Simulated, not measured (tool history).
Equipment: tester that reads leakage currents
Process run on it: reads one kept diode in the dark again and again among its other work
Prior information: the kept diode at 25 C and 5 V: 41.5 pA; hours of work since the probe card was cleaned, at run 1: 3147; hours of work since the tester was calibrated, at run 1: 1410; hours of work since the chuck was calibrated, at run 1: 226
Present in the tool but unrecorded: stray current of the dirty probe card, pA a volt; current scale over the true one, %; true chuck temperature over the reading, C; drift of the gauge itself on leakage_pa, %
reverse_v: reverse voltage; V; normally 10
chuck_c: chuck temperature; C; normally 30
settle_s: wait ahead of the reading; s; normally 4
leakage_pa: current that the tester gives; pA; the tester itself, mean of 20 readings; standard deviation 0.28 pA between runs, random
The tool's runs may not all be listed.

run     day  reverse_v  chuck_c  settle_s  hours of work since the probe card was cleaned  hours of work since the tester was calibrated  hours of work since the chuck was calibrated  leakage_pa
  1       0         10       30         4                                            3147                                           1410                                           226       91.89
  2   4.846         10       49         4                                            3231                                           1495                                           310      436.84
  3   8.496         10       49         4                                            3295                                           1558                                           374      438.28
  4  13.429         10       49         4                                            3381                                           1644                                           460      436.59
       15.6  -- probe card cleaned and baked
  5  17.429         10       58         4                                              32                                           1712                                           528      861.07
  6  20.996         10       58         4                                              94                                           1774                                           590       860.8
  7  23.638        3.9       30         4                                             140                                           1820                                           636       57.37
  8    26.4         10       30         4                                             188                                           1868                                           684       91.54
  9  28.883       10.4       30         4                                             232                                           1911                                           727       93.57
 10  32.208         10       23         4                                             290                                           1969                                           785       49.15
 11  34.467         10       23         4                                             329                                           2009                                           825       49.48
 12  38.888         10       30         4                                             406                                           2086                                           902       91.96
 13  42.546         10       30         4                                             470                                           2150                                           965       91.73
 14  45.567         10       30         4                                             522                                           2202                                          1018        92.4
 15  49.162         10       29         4                                             585                                           2265                                          1081       83.78
 16  51.392         10       30         4                                             624                                           2304                                          1120       91.72
 17  54.946       10.9       50      2.63                                             686                                           2366                                          1181      490.74
 18   58.05         10       30      2.64                                             740                                           2420                                          1236       91.66
     59.604  -- chuck's temperature calibrated
 19  60.525        5.2       35      2.49                                             782                                           2461                                            16      102.38
 20  65.146        5.2       44      1.36                                             862                                           2542                                            97      213.61
 21  67.408        5.2       44      1.36                                             902                                           2581                                           136      213.34
 22    71.6        5.2       44      1.36                                             975                                           2654                                           209      212.91
 23  74.308        4.3       44      0.82                                            1022                                           2702                                           256      193.65
 24   78.85       12.2       25      0.82                                            1101                                           2781                                           335        65.9
 25  81.879         10       30      0.37                                            1154                                           2834                                           388       93.73
 26  85.558         10       30      0.37                                            1218                                           2898                                           452       93.48
 27  88.954        2.2       22      5.96                                            1277                                           2957                                           512       21.01
 28  91.379        6.5       21      1.88                                            1319                                           2999                                           554       33.16
 29  93.417        4.4       30         4                                            1355                                           3035                                           589       60.99
 30  96.488        9.6       30         4                                            1408                                           3088                                           643       90.06
 31  99.217         10       23       3.3                                            1456                                           3136                                           690       49.35

5 ways to go on from here, each from the tool as it stands after run 31. What would each give?
  A  101.417         10       58       3.3                                            1494                                           3174                                           729           ?
  B  101.417         10       28         4                                            1494                                           3174                                           729           ?
  C  101.417          3       30       7.1                                            1494                                           3174                                           729           ?
  D  101.417        2.1       30      3.37                                            1494                                           3174                                           729           ?
  E  101.417         10       31       3.3                                            1494                                           3174                                           729           ?

run  leakage_pa
  A      858.08
  B       77.19
  C       50.35
  D       42.16
  E      100.17
The same runs, with their run-to-run variation unchanged, on a tool lacking any hidden condition would have given:
run  leakage_pa
  A       857.7
  B       77.12
  C       50.32
  D       42.13
  E       100.1

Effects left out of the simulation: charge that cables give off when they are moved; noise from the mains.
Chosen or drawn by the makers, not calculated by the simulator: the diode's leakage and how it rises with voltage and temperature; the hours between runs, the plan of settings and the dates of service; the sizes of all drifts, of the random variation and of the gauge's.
